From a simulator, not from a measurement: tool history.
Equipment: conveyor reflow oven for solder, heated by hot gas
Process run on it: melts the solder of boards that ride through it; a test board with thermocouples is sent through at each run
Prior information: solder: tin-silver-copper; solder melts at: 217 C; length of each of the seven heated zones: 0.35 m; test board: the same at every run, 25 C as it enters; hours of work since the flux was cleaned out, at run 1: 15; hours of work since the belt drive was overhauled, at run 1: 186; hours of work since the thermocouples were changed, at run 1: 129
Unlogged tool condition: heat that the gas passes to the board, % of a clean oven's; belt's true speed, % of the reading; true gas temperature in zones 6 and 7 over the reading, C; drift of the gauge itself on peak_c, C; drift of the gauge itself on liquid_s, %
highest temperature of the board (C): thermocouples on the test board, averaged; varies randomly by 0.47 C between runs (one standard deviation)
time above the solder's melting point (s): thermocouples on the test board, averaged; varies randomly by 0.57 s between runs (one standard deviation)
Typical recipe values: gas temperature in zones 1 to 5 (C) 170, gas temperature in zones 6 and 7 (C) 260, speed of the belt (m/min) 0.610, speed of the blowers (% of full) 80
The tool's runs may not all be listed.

| run | day | gas temperature in zones 1 to 5 (C) | gas temperature in zones 6 and 7 (C) | speed of the belt (m/min) | speed of the blowers (% of full) | hours of work since the flux was cleaned out | hours of work since the belt drive was overhauled | hours of work since the thermocouples were changed | highest temperature of the board (C) | time above the solder's melting point (s) |
|---|---|---|---|---|---|---|---|---|---|---|
| 1 | 0.000 | 170 | 260 | 0.610 | 80 | 15 | 186 | 129 | 244.6 | 45.2 |
| 2 | 3.433 | 170 | 274 | 0.610 | 80 | 70 | 241 | 184 | 256.1 | 51.7 |
| 3 | 5.088 | 165 | 274 | 0.610 | 80 | 96 | 267 | 210 | 255.7 | 51.1 |
| 4 | 8.242 | 165 | 274 | 0.610 | 80 | 146 | 318 | 261 | 255.9 | 49.2 |
| 5 | 11.679 | 170 | 260 | 0.536 | 80 | 201 | 372 | 315 | 247.5 | 55.6 |
|  | 13.842 | flux residue cleaned out of gas plates and filters |
| 6 | 13.842 | 170 | 260 | 0.536 | 80 | 0 | 403 | 346 | 247.9 | 55.3 |
| 7 | 15.958 | 170 | 260 | 0.536 | 80 | 34 | 437 | 380 | 248.3 | 55.4 |
| 8 | 18.512 | 170 | 260 | 0.536 | 80 | 74 | 478 | 421 | 248.1 | 55.0 |
| 9 | 22.521 | 170 | 260 | 0.536 | 80 | 138 | 542 | 485 | 248.0 | 55.4 |
| 10 | 25.729 | 182 | 260 | 0.610 | 80 | 189 | 593 | 536 | 246.7 | 49.7 |
|  | 28.388 | flux residue cleaned out of gas plates and filters |
| 11 | 29.275 | 182 | 260 | 0.610 | 80 | 14 | 646 | 589 | 245.8 | 49.8 |
| 12 | 31.875 | 182 | 260 | 0.610 | 80 | 56 | 687 | 630 | 246.6 | 50.7 |
| 13 | 34.412 | 170 | 260 | 0.610 | 80 | 96 | 728 | 671 | 245.1 | 45.1 |
| 14 | 36.246 | 170 | 260 | 0.610 | 80 | 125 | 757 | 700 | 244.1 | 45.7 |
| 15 | 39.242 | 170 | 260 | 0.610 | 78 | 173 | 805 | 748 | 243.9 | 45.1 |
| 16 | 41.971 | 170 | 260 | 0.610 | 78 | 216 | 848 | 791 | 244.5 | 44.8 |
|  | 42.946 | flux residue cleaned out of gas plates and filters |
| 17 | 46.025 | 170 | 260 | 0.610 | 78 | 49 | 909 | 852 | 244.7 | 43.4 |
| 18 | 48.233 | 170 | 260 | 0.610 | 78 | 84 | 945 | 887 | 243.6 | 44.0 |
| 19 | 51.721 | 170 | 260 | 0.610 | 78 | 140 | 1000 | 943 | 243.4 | 44.4 |
| 20 | 55.004 | 179 | 260 | 0.610 | 72 | 192 | 1052 | 995 | 245.8 | 47.8 |
| 21 | 56.654 | 179 | 260 | 0.610 | 72 | 218 | 1079 | 1022 | 244.0 | 47.8 |
|  | 57.638 | flux residue cleaned out of gas plates and filters |
| 22 | 59.571 | 179 | 260 | 0.610 | 72 | 31 | 1122 | 1065 | 243.5 | 47.2 |
|  | 60.454 | belt drive overhauled, speed set with a stopwatch |
| 23 | 63.296 | 179 | 260 | 0.610 | 72 | 87 | 45 | 1121 | 245.1 | 47.3 |
|  | 66.329 | thermocouples of zones 6 and 7 changed |
| 24 | 66.817 | 170 | 274 | 0.611 | 53 | 142 | 100 | 8 | 249.3 | 46.0 |
| 25 | 69.708 | 170 | 274 | 0.611 | 53 | 188 | 146 | 54 | 249.5 | 46.7 |
|  | 72.608 | flux residue cleaned out of gas plates and filters |
| 26 | 72.608 | 170 | 274 | 0.611 | 53 | 0 | 189 | 97 | 249.8 | 46.7 |
| 27 | 74.767 | 170 | 274 | 0.611 | 53 | 34 | 223 | 131 | 249.2 | 44.9 |
| 28 | 77.275 | 172 | 274 | 0.695 | 53 | 74 | 263 | 171 | 244.7 | 36.5 |
| 29 | 80.442 | 172 | 274 | 0.697 | 53 | 125 | 314 | 221 | 244.7 | 36.4 |
| 30 | 82.379 | 162 | 251 | 0.610 | 79 | 156 | 345 | 252 | 234.9 | 33.6 |

Entry by entry between the runs, the difference in hidden state between the last listed run before and the first listed run after:
Between runs 5 and 6: flux residue cleaned out of gas plates and filters (day 13.842)
  heat that the gas passes to the board, % of a clean oven's: 99.3 -> 100
Between runs 10 and 11: flux residue cleaned out of gas plates and filters (day 28.388)
  heat that the gas passes to the board, % of a clean oven's: 99.3 -> 99.9; belt's true speed, % of the reading: 99.9 -> 99.89; true gas temperature in zones 6 and 7 over the reading, C: -0.09 -> -0.1
Between runs 16 and 17: flux residue cleaned out of gas plates and filters (day 42.946)
  heat that the gas passes to the board, % of a clean oven's: 99.2 -> 99.8; belt's true speed, % of the reading: 99.85 -> 99.84; true gas temperature in zones 6 and 7 over the reading, C: -0.13 -> -0.14
Between runs 21 and 22: flux residue cleaned out of gas plates and filters (day 57.638)
  heat that the gas passes to the board, % of a clean oven's: 99.2 -> 99.9; belt's true speed, % of the reading: 99.81 -> 99.8; true gas temperature in zones 6 and 7 over the reading, C: -0.16 -> -0.17
Between runs 22 and 23: belt drive overhauled, speed set with a stopwatch (day 60.454)
  heat that the gas passes to the board, % of a clean oven's: 99.9 -> 99.7; belt's true speed, % of the reading: 99.8 -> 100; true gas temperature in zones 6 and 7 over the reading, C: -0.17 -> -0.18
Between runs 23 and 24: thermocouples of zones 6 and 7 changed (day 66.329)
  heat that the gas passes to the board, % of a clean oven's: 99.7 -> 99.5; belt's true speed, % of the reading: 100 -> 99.99; true gas temperature in zones 6 and 7 over the reading, C: -0.18 -> 0.02
Between runs 25 and 26: flux residue cleaned out of gas plates and filters (day 72.608)
  heat that the gas passes to the board, % of a clean oven's: 99.3 -> 100; belt's true speed, % of the reading: 99.98 -> 99.97; true gas temperature in zones 6 and 7 over the reading, C: 0.01 -> 0

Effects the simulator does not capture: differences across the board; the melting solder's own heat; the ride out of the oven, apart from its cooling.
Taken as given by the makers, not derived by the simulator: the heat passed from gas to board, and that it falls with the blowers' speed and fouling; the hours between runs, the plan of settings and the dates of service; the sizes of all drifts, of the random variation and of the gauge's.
